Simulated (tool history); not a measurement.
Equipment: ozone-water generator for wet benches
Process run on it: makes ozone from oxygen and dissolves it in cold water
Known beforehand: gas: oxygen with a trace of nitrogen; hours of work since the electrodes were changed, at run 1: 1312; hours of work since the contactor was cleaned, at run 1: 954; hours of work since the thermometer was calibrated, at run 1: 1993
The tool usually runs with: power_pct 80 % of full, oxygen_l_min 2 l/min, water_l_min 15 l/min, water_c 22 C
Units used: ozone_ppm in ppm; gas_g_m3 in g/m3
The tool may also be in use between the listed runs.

| run | day | power_pct | oxygen_l_min | water_l_min | water_c | hours of work since the electrodes were changed | hours of work since the contactor was cleaned | hours of work since the thermometer was calibrated | ozone_ppm | gas_g_m3 |
|---|---|---|---|---|---|---|---|---|---|---|
| 1 | 0 | 80 | 2 | 15 | 22 | 1312 | 954 | 1993 | 15.1 | 219.9 |
| 2 | 2.029 | 80 | 2 | 15 | 22 | 1350 | 993 | 2032 | 15.2 | 219.8 |
| 3 | 4.429 | 80 | 2 | 15 | 22 | 1395 | 1038 | 2077 | 15 | 220 |
| 4 | 6.179 | 80 | 2 | 15 | 22 | 1428 | 1071 | 2110 | 15 | 220.2 |
| 5 | 9.208 | 80 | 2 | 15 | 22 | 1486 | 1128 | 2167 | 15 | 219.3 |
| 6 | 11.717 | 80 | 2 | 15 | 22 | 1533 | 1176 | 2214 | 15 | 219.1 |
| 7 | 15.788 | 84 | 2 | 15 | 22 | 1610 | 1252 | 2291 | 15.2 | 224.8 |
| 8 | 19.325 | 80 | 2 | 15 | 22 | 1676 | 1319 | 2358 | 14.8 | 219.3 |
| 9 | 20.958 | 80 | 2 | 15 | 22 | 1707 | 1350 | 2389 | 14.9 | 217.9 |
| 10 | 23.925 | 80 | 2 | 15 | 21 | 1763 | 1406 | 2445 | 15.2 | 219 |
| 11 | 27.633 | 80 | 2 | 15 | 21 | 1833 | 1476 | 2515 | 15.4 | 217.6 |
| 12 | 29.571 | 80 | 2 | 15 | 21 | 1870 | 1512 | 2551 | 15.3 | 219.4 |
| 13 | 32.675 | 80 | 2 | 15 | 21 | 1928 | 1571 | 2610 | 15.2 | 219.6 |
| 14 | 35.675 | 80 | 2 | 15 | 22 | 1985 | 1628 | 2667 | 15.3 | 217.8 |
| 15 | 38.742 | 80 | 2 | 15 | 22 | 2043 | 1686 | 2724 | 14.9 | 218.2 |
| 16 | 40.621 | 80 | 2 | 15 | 22 | 2078 | 1721 | 2760 | 15.1 | 219.7 |
| 17 | 44.088 | 89 | 2 | 15 | 22 | 2144 | 1786 | 2825 | 15.9 | 231.5 |
| 18 | 46.683 | 61 | 2 | 15 | 22 | 2193 | 1835 | 2874 | 12.9 | 189.9 |
| 19 | 49.204 | 61 | 2 | 15 | 22 | 2240 | 1883 | 2922 | 13.1 | 189.2 |
| 20 | 52.912 | 61 | 2 | 15 | 22 | 2310 | 1953 | 2992 | 13 | 188.4 |
| 21 | 54.817 | 61 | 2 | 15 | 22 | 2346 | 1989 | 3028 | 13 | 190.5 |
| 22 | 56.896 | 80 | 1.2 | 15 | 25 | 2385 | 2028 | 3067 | 12.6 | 269.8 |
| 23 | 60.854 | 48 | 2.25 | 18 | 28 | 2460 | 2103 | 3142 | 9.3 | 156.5 |
|  | 61.896 | contactor cleaned |
| 24 | 63.479 | 72 | 1.09 | 15 | 22 | 2507 | 30 | 3188 | 11.8 | 260.6 |
| 25 | 67.254 | 94 | 2.25 | 21 | 16 | 2578 | 101 | 3259 | 13.4 | 228.7 |
| 26 | 71.096 | 79 | 2 | 20 | 22 | 2650 | 174 | 3332 | 11.5 | 216.3 |
| 27 | 74.55 | 54 | 2 | 20 | 29 | 2716 | 239 | 3397 | 8.7 | 175.6 |
| 28 | 76.729 | 67 | 1.01 | 15 | 22 | 2757 | 280 | 3438 | 10.8 | 259.7 |
| 29 | 79.508 | 67 | 1.01 | 15 | 22 | 2809 | 332 | 3491 | 10.8 | 258.4 |
| 30 | 81.967 | 81 | 2.7 | 15 | 22 | 2855 | 379 | 3537 | 16.3 | 195.2 |
| 31 | 85.517 | 81 | 2.7 | 15 | 22 | 2922 | 446 | 3604 | 16.4 | 196 |
| 32 | 89.062 | 81 | 2.7 | 15 | 22 | 2989 | 513 | 3671 | 16.2 | 195 |

How the hidden state differs across the entries between the runs, from the last listed run before each to the first after it:
Logged between run 23 and run 24: contactor cleaned (day 61.896)
  contactor's efficiency, % of a clean one's: 99.9 -> 100
